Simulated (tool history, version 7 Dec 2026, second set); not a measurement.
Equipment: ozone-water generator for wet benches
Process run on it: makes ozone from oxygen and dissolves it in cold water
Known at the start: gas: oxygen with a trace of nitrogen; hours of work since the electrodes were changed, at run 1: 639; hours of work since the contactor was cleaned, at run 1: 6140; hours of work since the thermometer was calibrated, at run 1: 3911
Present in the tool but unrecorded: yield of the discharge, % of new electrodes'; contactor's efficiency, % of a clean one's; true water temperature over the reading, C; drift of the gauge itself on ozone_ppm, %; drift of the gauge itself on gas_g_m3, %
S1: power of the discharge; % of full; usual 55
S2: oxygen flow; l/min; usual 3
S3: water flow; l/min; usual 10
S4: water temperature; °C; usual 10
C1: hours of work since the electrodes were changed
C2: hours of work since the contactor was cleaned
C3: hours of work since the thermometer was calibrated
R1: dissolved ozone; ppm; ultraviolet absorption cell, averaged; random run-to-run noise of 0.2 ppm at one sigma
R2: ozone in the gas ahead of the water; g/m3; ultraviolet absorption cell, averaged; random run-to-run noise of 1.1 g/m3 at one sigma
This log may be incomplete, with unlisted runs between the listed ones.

run 1 hour=0 | S1=55 S2=3 S3=10 S4=10 | C1=639 C2=6140 C3=3911 | R1=29 R2=200.6
run 2 hour=34.7 | S1=55 S2=3 S3=10 S4=10 | C1=665 C2=6166 C3=3937 | R1=29.1 R2=200.4
run 3 hour=62.9 | S1=55 S2=3 S3=10 S4=10 | C1=686 C2=6187 C3=3958 | R1=28.8 R2=197.6
run 4 hour=94 | S1=55 S2=3 S3=10 S4=10 | C1=709 C2=6210 C3=3981 | R1=29.2 R2=200.9
run 5 hour=116 | S1=55 S2=3 S3=10 S4=10 | C1=726 C2=6227 C3=3997 | R1=29.1 R2=200
run 6 hour=155.5 | S1=55 S2=3 S3=10 S4=10 | C1=755 C2=6256 C3=4027 | R1=29.1 R2=200.8
run 7 hour=191.6 | S1=55 S2=3 S3=10 S4=10 | C1=782 C2=6283 C3=4054 | R1=28.7 R2=200.6
run 8 hour=231.3 | S1=55 S2=3 S3=10 S4=10 | C1=811 C2=6313 C3=4083 | R1=29.2 R2=201.6
run 9 hour=255.6 | S1=55 S2=3 S3=10 S4=10 | C1=830 C2=6331 C3=4101 | R1=29 R2=201.8
run 10 hour=285.3 | S1=55 S2=3 S3=10 S4=10 | C1=852 C2=6353 C3=4124 | R1=28.9 R2=201.9
run 11 hour=331.1 | S1=55 S2=3 S3=10 S4=10 | C1=886 C2=6387 C3=4158 | R1=29.2 R2=201.2
run 12 hour=378.8 | S1=55 S2=3 S3=10 S4=10 | C1=921 C2=6423 C3=4193 | R1=29.1 R2=200.6
run 13 hour=403.5 | S1=55 S2=3 S3=10 S4=10 | C1=940 C2=6441 C3=4212 | R1=29.4 R2=201.8
run 14 hour=436.2 | S1=50 S2=3 S3=10 S4=10 | C1=964 C2=6465 C3=4236 | R1=27.2 R2=186.6
run 15 hour=483.7 | S1=50 S2=2.97 S3=7 S4=5 | C1=1000 C2=6501 C3=4271 | R1=37.4 R2=187.2
run 16 hour=519.1 | S1=50 S2=2.47 S3=7 S4=5 | C1=1026 C2=6527 C3=4298 | R1=37.4 R2=207.8
run 17 hour=566 | S1=50 S2=2.47 S3=7 S4=5 | C1=1061 C2=6562 C3=4333 | R1=37 R2=206.9
run 18 hour=601 | S1=65 S2=1.75 S3=10 S4=14 | C1=1087 C2=6588 C3=4359 | R1=30.7 R2=309.2
run 19 hour=634.3 | S1=56 S2=3 S3=12 S4=10 | C1=1112 C2=6613 C3=4384 | R1=25.5 R2=204.9
run 20 hour=659.4 | S1=55 S2=3 S3=7 S4=5 | C1=1131 C2=6632 C3=4402 | R1=39.3 R2=200.5
run 21 hour=686.1 | S1=55 S2=3 S3=10 S4=10 | C1=1151 C2=6652 C3=4422 | R1=29.1 R2=200
run 22 hour=728.8 | S1=46 S2=1.91 S3=10 S4=10 | C1=1182 C2=6684 C3=4454 | R1=24.5 R2=224.8
run 23 hour=756.9 | S1=46 S2=1.91 S3=10 S4=10 | C1=1203 C2=6704 C3=4475 | R1=24.6 R2=224.5
run 24 hour=797.9 | S1=46 S2=1.91 S3=10 S4=10 | C1=1234 C2=6735 C3=4506 | R1=24.6 R2=225
run 25 hour=824.5 | S1=46 S2=3.66 S3=7 S4=6 | C1=1254 C2=6755 C3=4525 | R1=33.5 R2=155.6
run 26 hour=870.5 | S1=54 S2=1.81 S3=10 S4=10 | C1=1288 C2=6789 C3=4560 | R1=27.5 R2=259.8

Forecast run 27:
run 27 hour=904.5 | S1=54 S2=1.81 S3=10 S4=10 | C1=1313 C2=6815 C3=4585 | R1=? R2=?

R1: 27.7 ppm
R2: 263 g/m3
Had the tool carried no hidden state, the very same run would have given R1 28.5 ppm, R2 265.6 g/m3.
